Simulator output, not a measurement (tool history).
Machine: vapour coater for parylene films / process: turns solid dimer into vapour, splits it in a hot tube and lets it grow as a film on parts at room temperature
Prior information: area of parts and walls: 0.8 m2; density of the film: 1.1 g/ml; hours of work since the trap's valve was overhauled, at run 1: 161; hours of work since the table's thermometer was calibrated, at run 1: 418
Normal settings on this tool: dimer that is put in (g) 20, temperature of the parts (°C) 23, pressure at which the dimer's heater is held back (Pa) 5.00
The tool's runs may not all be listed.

run,hour,dimer that is put in (g),temperature of the parts (°C),pressure at which the dimer's heater is held back (Pa),hours of work since the trap's valve was overhauled,hours of work since the table's thermometer was calibrated,thickness of the film (um)
1,0.0,20,23,5.00,161,418,16.47
2,47.5,20,23,2.92,200,457,17.92
3,100.6,20,16,2.92,244,502,20.27
# hour 150.9: trap's valve overhauled
4,165.9,20,16,2.92,12,552,21.45
5,221.4,20,23,5.00,59,599,16.87
6,287.3,20,23,5.00,113,653,16.59
7,344.9,20,19,5.00,161,701,17.52
8,405.2,20,23,2.86,211,751,18.18
9,440.4,10,20,11.37,241,781,7.04
10,477.9,10,20,11.37,272,812,6.96
# hour 493.2: trap's valve overhauled
11,546.9,20,33,3.72,45,866,15.17
12,602.7,19,23,2.47,91,912,18.48

What will run 13 give?
13,657.4,21,28,5.31,136,958,?

{"run 13": {"thickness of the film (um)": 15.54}}
With the hidden condition absent and the run-to-run variation left alone, this run would have shown thickness of the film (um) 16.28.
